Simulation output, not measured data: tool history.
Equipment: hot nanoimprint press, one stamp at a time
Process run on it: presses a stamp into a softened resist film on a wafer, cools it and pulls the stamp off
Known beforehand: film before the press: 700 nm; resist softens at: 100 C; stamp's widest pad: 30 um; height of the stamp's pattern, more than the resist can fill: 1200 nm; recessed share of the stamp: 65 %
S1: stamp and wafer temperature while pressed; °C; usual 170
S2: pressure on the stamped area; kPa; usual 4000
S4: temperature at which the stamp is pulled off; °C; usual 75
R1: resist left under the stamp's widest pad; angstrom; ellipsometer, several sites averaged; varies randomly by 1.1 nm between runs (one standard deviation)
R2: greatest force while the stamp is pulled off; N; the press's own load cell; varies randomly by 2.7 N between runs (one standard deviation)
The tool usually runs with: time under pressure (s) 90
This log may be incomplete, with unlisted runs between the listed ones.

{"run": 1, "hour": 0.0, "S1": 170, "S2": 4000, "time under pressure (s)": 90, "S4": 75, "R1": 3914, "R2": 122}
{"run": 2, "hour": 23.8, "S1": 170, "S2": 4000, "time under pressure (s)": 90, "S4": 75, "R1": 3929, "R2": 130}
{"run": 3, "hour": 58.6, "S1": 170, "S2": 3150, "time under pressure (s)": 90, "S4": 75, "R1": 4306, "R2": 126}
{"run": 4, "hour": 85.8, "S1": 170, "S2": 4000, "time under pressure (s)": 90, "S4": 75, "R1": 3929, "R2": 127}
{"hour": 98.4, "done": "stamp cleaned and given a new release coat"}
{"run": 5, "hour": 134.2, "S1": 170, "S2": 4000, "time under pressure (s)": 90, "S4": 75, "R1": 3924, "R2": 128}
{"run": 6, "hour": 168.1, "S1": 170, "S2": 4000, "time under pressure (s)": 90, "S4": 75, "R1": 3912, "R2": 132}
{"run": 7, "hour": 189.0, "S1": 170, "S2": 4000, "time under pressure (s)": 126, "S4": 63, "R1": 3484, "R2": 170}
{"run": 8, "hour": 227.5, "S1": 170, "S2": 4000, "time under pressure (s)": 126, "S4": 63, "R1": 3528, "R2": 171}
{"run": 9, "hour": 269.4, "S1": 170, "S2": 5340, "time under pressure (s)": 114, "S4": 74, "R1": 3179, "R2": 132}
{"run": 10, "hour": 297.6, "S1": 158, "S2": 3790, "time under pressure (s)": 116, "S4": 66, "R1": 5410, "R2": 162}
{"run": 11, "hour": 315.7, "S1": 174, "S2": 2610, "time under pressure (s)": 56, "S4": 67, "R1": 4734, "R2": 155}

Here are 3 independent what-if runs from the current tool condition. What would each one return?
{"run": "A", "hour": 352.3, "S1": 169, "S2": 2610, "time under pressure (s)": 56, "S4": 67, "R1": "?", "R2": "?"}
{"run": "B", "hour": 352.3, "S1": 174, "S2": 3360, "time under pressure (s)": 56, "S4": 67, "R1": "?", "R2": "?"}
{"run": "C", "hour": 352.3, "S1": 174, "S2": 2610, "time under pressure (s)": 56, "S4": 82, "R1": "?", "R2": "?"}

run=A R1=5315 R2=157
run=B R1=4273 R2=148
run=C R1=4732 R2=100
Without the tool's hidden state the same runs would have given:
run=A R1=5280 R2=156
run=B R1=4243 R2=147
run=C R1=4700 R2=99

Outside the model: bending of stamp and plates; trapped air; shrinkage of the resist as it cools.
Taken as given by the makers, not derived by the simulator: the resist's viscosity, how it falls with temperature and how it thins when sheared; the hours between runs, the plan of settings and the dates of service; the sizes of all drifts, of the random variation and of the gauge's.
